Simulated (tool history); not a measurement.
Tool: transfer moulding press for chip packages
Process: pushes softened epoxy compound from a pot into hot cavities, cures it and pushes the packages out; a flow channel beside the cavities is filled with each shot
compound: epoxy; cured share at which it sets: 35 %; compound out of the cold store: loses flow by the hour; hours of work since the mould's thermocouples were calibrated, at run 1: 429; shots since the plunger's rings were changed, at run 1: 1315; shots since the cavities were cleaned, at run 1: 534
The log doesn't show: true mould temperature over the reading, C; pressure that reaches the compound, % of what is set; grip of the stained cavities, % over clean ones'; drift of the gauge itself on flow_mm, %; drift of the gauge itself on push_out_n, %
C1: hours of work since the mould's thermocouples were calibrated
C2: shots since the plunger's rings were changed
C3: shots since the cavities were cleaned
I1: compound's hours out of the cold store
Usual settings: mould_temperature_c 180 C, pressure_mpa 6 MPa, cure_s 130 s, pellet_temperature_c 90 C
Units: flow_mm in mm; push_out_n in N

{"run": 1, "hour": 0.0, "mould_temperature_c": 180, "pressure_mpa": 6, "cure_s": 130, "pellet_temperature_c": 90, "C1": 429, "C2": 1315, "C3": 534, "I1": 25.9, "flow_mm": 583, "push_out_n": 586}
{"run": 2, "hour": 21.3, "mould_temperature_c": 180, "pressure_mpa": 6, "cure_s": 130, "pellet_temperature_c": 90, "C1": 440, "C2": 1475, "C3": 694, "I1": 9.6, "flow_mm": 614, "push_out_n": 657}
{"run": 3, "hour": 40.8, "mould_temperature_c": 180, "pressure_mpa": 6, "cure_s": 130, "pellet_temperature_c": 90, "C1": 449, "C2": 1622, "C3": 841, "I1": 20, "flow_mm": 590, "push_out_n": 639}
{"hour": 45.0, "done": "cavities cleaned with cleaning compound and waxed"}
{"run": 4, "hour": 55.2, "mould_temperature_c": 180, "pressure_mpa": 6, "cure_s": 130, "pellet_temperature_c": 90, "C1": 456, "C2": 1719, "C3": 77, "I1": 44.9, "flow_mm": 541, "push_out_n": 373}
{"run": 5, "hour": 66.7, "mould_temperature_c": 186, "pressure_mpa": 6, "cure_s": 130, "pellet_temperature_c": 90, "C1": 461, "C2": 1806, "C3": 164, "I1": 16.3, "flow_mm": 579, "push_out_n": 379}
{"run": 6, "hour": 90.1, "mould_temperature_c": 186, "pressure_mpa": 6.31, "cure_s": 130, "pellet_temperature_c": 90, "C1": 473, "C2": 1982, "C3": 340, "I1": 35.4, "flow_mm": 558, "push_out_n": 434}
{"run": 7, "hour": 102.9, "mould_temperature_c": 186, "pressure_mpa": 6.31, "cure_s": 130, "pellet_temperature_c": 90, "C1": 480, "C2": 2078, "C3": 436, "I1": 33.5, "flow_mm": 557, "push_out_n": 454}
{"run": 8, "hour": 119.9, "mould_temperature_c": 180, "pressure_mpa": 6, "cure_s": 130, "pellet_temperature_c": 90, "C1": 488, "C2": 2206, "C3": 564, "I1": 19.5, "flow_mm": 587, "push_out_n": 620}
{"run": 9, "hour": 139.3, "mould_temperature_c": 180, "pressure_mpa": 6, "cure_s": 130, "pellet_temperature_c": 90, "C1": 498, "C2": 2352, "C3": 710, "I1": 39.8, "flow_mm": 549, "push_out_n": 649}
{"hour": 143.4, "done": "mould's thermocouples calibrated"}
{"run": 10, "hour": 153.3, "mould_temperature_c": 180, "pressure_mpa": 6, "cure_s": 130, "pellet_temperature_c": 90, "C1": 5, "C2": 2443, "C3": 801, "I1": 18.6, "flow_mm": 587, "push_out_n": 661}
{"hour": 163.2, "done": "cavities cleaned with cleaning compound and waxed"}
{"run": 11, "hour": 176.6, "mould_temperature_c": 180, "pressure_mpa": 6, "cure_s": 130, "pellet_temperature_c": 90, "C1": 16, "C2": 2607, "C3": 101, "I1": 13.5, "flow_mm": 596, "push_out_n": 415}
{"run": 12, "hour": 188.8, "mould_temperature_c": 172, "pressure_mpa": 6, "cure_s": 130, "pellet_temperature_c": 90, "C1": 22, "C2": 2699, "C3": 193, "I1": 37.7, "flow_mm": 571, "push_out_n": 797}
{"run": 13, "hour": 202.9, "mould_temperature_c": 172, "pressure_mpa": 6, "cure_s": 130, "pellet_temperature_c": 90, "C1": 29, "C2": 2805, "C3": 299, "I1": 9.1, "flow_mm": 630, "push_out_n": 945}
{"run": 14, "hour": 214.1, "mould_temperature_c": 172, "pressure_mpa": 6, "cure_s": 130, "pellet_temperature_c": 90, "C1": 35, "C2": 2889, "C3": 383, "I1": 33, "flow_mm": 581, "push_out_n": 928}
{"hour": 217.8, "done": "mould's thermocouples calibrated, once more"}
{"run": 15, "hour": 226.0, "mould_temperature_c": 172, "pressure_mpa": 6, "cure_s": 130, "pellet_temperature_c": 90, "C1": 4, "C2": 2964, "C3": 458, "I1": 44.1, "flow_mm": 562, "push_out_n": 948}
{"run": 16, "hour": 248.4, "mould_temperature_c": 172, "pressure_mpa": 6, "cure_s": 130, "pellet_temperature_c": 90, "C1": 15, "C2": 3133, "C3": 627, "I1": 43.3, "flow_mm": 563, "push_out_n": 1051}
{"run": 17, "hour": 270.2, "mould_temperature_c": 180, "pressure_mpa": 6, "cure_s": 140, "pellet_temperature_c": 86, "C1": 26, "C2": 3296, "C3": 790, "I1": 39.4, "flow_mm": 539, "push_out_n": 597}
{"hour": 281.8, "done": "cavities cleaned with cleaning compound and waxed"}
{"run": 18, "hour": 294.9, "mould_temperature_c": 180, "pressure_mpa": 6, "cure_s": 140, "pellet_temperature_c": 86, "C1": 38, "C2": 3471, "C3": 99, "I1": 13.4, "flow_mm": 588, "push_out_n": 380}
{"run": 19, "hour": 306.6, "mould_temperature_c": 180, "pressure_mpa": 7.34, "cure_s": 161, "pellet_temperature_c": 85, "C1": 44, "C2": 3559, "C3": 187, "I1": 12.4, "flow_mm": 652, "push_out_n": 379}
{"run": 20, "hour": 318.0, "mould_temperature_c": 180, "pressure_mpa": 7.34, "cure_s": 161, "pellet_temperature_c": 85, "C1": 49, "C2": 3645, "C3": 273, "I1": 23.3, "flow_mm": 629, "push_out_n": 392}
{"run": 21, "hour": 337.3, "mould_temperature_c": 180, "pressure_mpa": 6, "cure_s": 130, "pellet_temperature_c": 95, "C1": 59, "C2": 3790, "C3": 418, "I1": 9.2, "flow_mm": 589, "push_out_n": 587}
{"run": 22, "hour": 358.1, "mould_temperature_c": 177, "pressure_mpa": 6.01, "cure_s": 130, "pellet_temperature_c": 95, "C1": 69, "C2": 3947, "C3": 575, "I1": 41.6, "flow_mm": 537, "push_out_n": 714}
{"hour": 372.9, "done": "plunger's sealing rings changed"}
{"run": 23, "hour": 381.6, "mould_temperature_c": 187, "pressure_mpa": 4.88, "cure_s": 116, "pellet_temperature_c": 86, "C1": 80, "C2": 65, "C3": 733, "I1": 47.1, "flow_mm": 479, "push_out_n": 530}
{"run": 24, "hour": 396.6, "mould_temperature_c": 187, "pressure_mpa": 4.88, "cure_s": 111, "pellet_temperature_c": 90, "C1": 87, "C2": 178, "C3": 846, "I1": 34.5, "flow_mm": 503, "push_out_n": 583}
{"hour": 400.9, "done": "cavities cleaned with cleaning compound and waxed"}
{"run": 25, "hour": 417.3, "mould_temperature_c": 187, "pressure_mpa": 4.88, "cure_s": 111, "pellet_temperature_c": 90, "C1": 97, "C2": 322, "C3": 123, "I1": 22, "flow_mm": 522, "push_out_n": 388}
{"run": 26, "hour": 433.3, "mould_temperature_c": 187, "pressure_mpa": 4.88, "cure_s": 111, "pellet_temperature_c": 90, "C1": 105, "C2": 443, "C3": 244, "I1": 35.4, "flow_mm": 499, "push_out_n": 453}
{"run": 27, "hour": 443.0, "mould_temperature_c": 186, "pressure_mpa": 4.88, "cure_s": 111, "pellet_temperature_c": 90, "C1": 110, "C2": 516, "C3": 317, "I1": 46.7, "flow_mm": 484, "push_out_n": 487}
{"run": 28, "hour": 458.9, "mould_temperature_c": 187, "pressure_mpa": 4.88, "cure_s": 117, "pellet_temperature_c": 93, "C1": 118, "C2": 635, "C3": 436, "I1": 46.8, "flow_mm": 477, "push_out_n": 473}

Forecast each of these 5 alternatives for the next run:
{"run": "A", "hour": 482.1, "mould_temperature_c": 187, "pressure_mpa": 5.84, "cure_s": 145, "pellet_temperature_c": 93, "C1": 129, "C2": 811, "C3": 612, "I1": 11.4, "flow_mm": "?", "push_out_n": "?"}
{"run": "B", "hour": 482.1, "mould_temperature_c": 180, "pressure_mpa": 6, "cure_s": 130, "pellet_temperature_c": 90, "C1": 129, "C2": 811, "C3": 612, "I1": 43.8, "flow_mm": "?", "push_out_n": "?"}
{"run": "C", "hour": 482.1, "mould_temperature_c": 180, "pressure_mpa": 6, "cure_s": 129, "pellet_temperature_c": 90, "C1": 129, "C2": 811, "C3": 612, "I1": 40.7, "flow_mm": "?", "push_out_n": "?"}
{"run": "D", "hour": 482.1, "mould_temperature_c": 187, "pressure_mpa": 5.39, "cure_s": 117, "pellet_temperature_c": 93, "C1": 129, "C2": 811, "C3": 612, "I1": 36.2, "flow_mm": "?", "push_out_n": "?"}
{"run": "E", "hour": 482.1, "mould_temperature_c": 180, "pressure_mpa": 6, "cure_s": 167, "pellet_temperature_c": 95, "C1": 129, "C2": 811, "C3": 612, "I1": 36, "flow_mm": "?", "push_out_n": "?"}

run=A flow_mm=588 push_out_n=484
run=B flow_mm=552 push_out_n=632
run=C flow_mm=556 push_out_n=635
run=D flow_mm=519 push_out_n=532
run=E flow_mm=567 push_out_n=478
Without the tool's hidden state the same runs would have given:
run=A flow_mm=596 push_out_n=249
run=B flow_mm=560 push_out_n=324
run=C flow_mm=564 push_out_n=327
run=D flow_mm=527 push_out_n=272
run=E flow_mm=575 push_out_n=243
